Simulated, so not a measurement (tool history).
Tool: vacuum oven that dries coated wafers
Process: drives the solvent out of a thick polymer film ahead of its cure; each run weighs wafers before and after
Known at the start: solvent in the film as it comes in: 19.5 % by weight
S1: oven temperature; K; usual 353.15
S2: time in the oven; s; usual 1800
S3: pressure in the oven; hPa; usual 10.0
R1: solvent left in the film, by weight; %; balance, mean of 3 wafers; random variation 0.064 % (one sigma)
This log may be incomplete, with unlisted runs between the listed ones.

Run 1, hour 0.0: usual settings. Result: R1 4.30 %.
Run 2, hour 92.0: usual settings but S1 362.15 K. Result: R1 1.91 %.
Run 3, hour 136.4: usual settings. Result: R1 4.32 %.
Run 4, hour 180.3: usual settings. Result: R1 4.38 %.
Run 5, hour 247.2: usual settings but S1 340.15 K. Result: R1 10.04 %.
At hour 255.0: oven's thermocouples calibrated.
Run 6, hour 299.0: usual settings but S1 362.15 K. Result: R1 1.88 %.
Run 7, hour 386.4: usual settings but S1 362.15 K. Result: R1 1.94 %.
Run 8, hour 468.8: usual settings but S1 342.15 K, S3 10.8 hPa. Result: R1 9.43 %.
At hour 523.1: oven's thermocouples calibrated, once more.
Run 9, hour 529.0: usual settings but S1 342.15 K, S3 10.8 hPa. Result: R1 8.81 %.
Run 10, hour 612.9: usual settings but S3 11.4 hPa. Result: R1 4.20 %.

Branching from run 10: 5 alternative next runs. What would each branch give?
Run A, hour 697.7: usual settings but S1 348.15 K, S2 2580 s, S3 16.8 hPa. Result: R1 ?.
Run B, hour 697.7: usual settings but S2 1140 s. Result: R1 ?.
Run C, hour 697.7: usual settings but S1 347.15 K, S3 7.5 hPa. Result: R1 ?.
Run D, hour 697.7: usual settings but S1 349.15 K. Result: R1 ?.
Run E, hour 697.7: usual settings but S1 349.15 K, S2 1860 s, S3 6.8 hPa. Result: R1 ?.

run    R1
  A  5.54
  B  6.40
  C  6.39
  D  5.81
  E  5.20
With no hidden state in the tool, these same runs would have given:
run    R1
  A  5.17
  B  6.20
  C  6.09
  D  5.52
  E  4.90

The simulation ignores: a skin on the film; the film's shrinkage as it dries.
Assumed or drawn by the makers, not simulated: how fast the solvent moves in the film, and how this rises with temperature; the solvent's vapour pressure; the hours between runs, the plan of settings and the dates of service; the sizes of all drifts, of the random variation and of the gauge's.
